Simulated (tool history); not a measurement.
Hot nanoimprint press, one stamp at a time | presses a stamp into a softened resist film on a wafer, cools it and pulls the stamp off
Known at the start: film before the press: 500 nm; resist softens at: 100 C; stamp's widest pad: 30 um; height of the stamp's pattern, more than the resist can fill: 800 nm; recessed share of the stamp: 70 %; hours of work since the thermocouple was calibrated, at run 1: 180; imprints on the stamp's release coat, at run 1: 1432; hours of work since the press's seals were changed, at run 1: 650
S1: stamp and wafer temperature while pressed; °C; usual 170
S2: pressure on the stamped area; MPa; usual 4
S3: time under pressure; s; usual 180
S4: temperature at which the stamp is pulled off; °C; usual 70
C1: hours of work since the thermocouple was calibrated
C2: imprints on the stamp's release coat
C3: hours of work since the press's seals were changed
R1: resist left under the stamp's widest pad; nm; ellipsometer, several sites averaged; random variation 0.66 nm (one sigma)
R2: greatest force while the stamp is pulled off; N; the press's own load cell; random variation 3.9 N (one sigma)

run 1 day=0 | S1=170 S2=4 S3=180 S4=70 | C1=180 C2=1432 C3=650 | R1=199.8 R2=244
run 2 day=0.675 | S1=170 S2=4 S3=180 S4=70 | C1=190 C2=1516 C3=660 | R1=198.7 R2=259
run 3 day=1.6 | S1=170 S2=4 S3=180 S4=70 | C1=204 C2=1630 C3=675 | R1=199.9 R2=266
run 4 day=2.667 | S1=170 S2=4 S3=180 S4=70 | C1=221 C2=1761 C3=691 | R1=200.6 R2=278
run 5 day=3.912 | S1=170 S2=4 S3=180 S4=70 | C1=240 C2=1915 C3=710 | R1=201.1 R2=283
run 6 day=4.767 | S1=170 S2=4 S3=180 S4=70 | C1=253 C2=2021 C3=723 | R1=202.4 R2=269
-- day=5.242 stamp cleaned and given a new release coat
run 7 day=5.679 | S1=170 S2=4 S3=180 S4=70 | C1=263 C2=54 C3=734 | R1=202.2 R2=195
run 8 day=6.575 | S1=170 S2=4 S3=180 S4=70 | C1=277 C2=165 C3=748 | R1=202.5 R2=194
run 9 day=7.4 | S1=170 S2=4 S3=180 S4=70 | C1=290 C2=267 C3=760 | R1=203.8 R2=206
run 10 day=8.433 | S1=170 S2=4 S3=180 S4=70 | C1=306 C2=394 C3=776 | R1=205 R2=207
-- day=8.808 plate thermocouple calibrated
run 11 day=9.346 | S1=170 S2=4 S3=180 S4=66 | C1=8 C2=491 C3=788 | R1=194.5 R2=215
run 12 day=9.979 | S1=170 S2=6.04 S3=180 S4=66 | C1=18 C2=570 C3=798 | R1=159 R2=223
run 13 day=11.3 | S1=160 S2=4 S3=180 S4=70 | C1=39 C2=732 C3=819 | R1=261.1 R2=215
run 14 day=12.446 | S1=160 S2=4 S3=180 S4=70 | C1=56 C2=874 C3=836 | R1=263.2 R2=230
run 15 day=13.388 | S1=159 S2=4.25 S3=180 S4=71 | C1=71 C2=990 C3=851 | R1=263.1 R2=230
run 16 day=14.354 | S1=159 S2=4.25 S3=180 S4=71 | C1=86 C2=1109 C3=866 | R1=266.1 R2=236
run 17 day=15.504 | S1=159 S2=4.25 S3=180 S4=71 | C1=104 C2=1251 C3=884 | R1=266.8 R2=242

The next listed run, before its measurement:
run 18 day=16.062 | S1=178 S2=4 S3=102 S4=76 | C1=112 C2=1320 C3=892 | R1=? R2=?

{"run 18": {"R1": 195, "R2": 236}}
Without the tool's hidden state the same run would have given R1 184.9 nm, R2 179 N.

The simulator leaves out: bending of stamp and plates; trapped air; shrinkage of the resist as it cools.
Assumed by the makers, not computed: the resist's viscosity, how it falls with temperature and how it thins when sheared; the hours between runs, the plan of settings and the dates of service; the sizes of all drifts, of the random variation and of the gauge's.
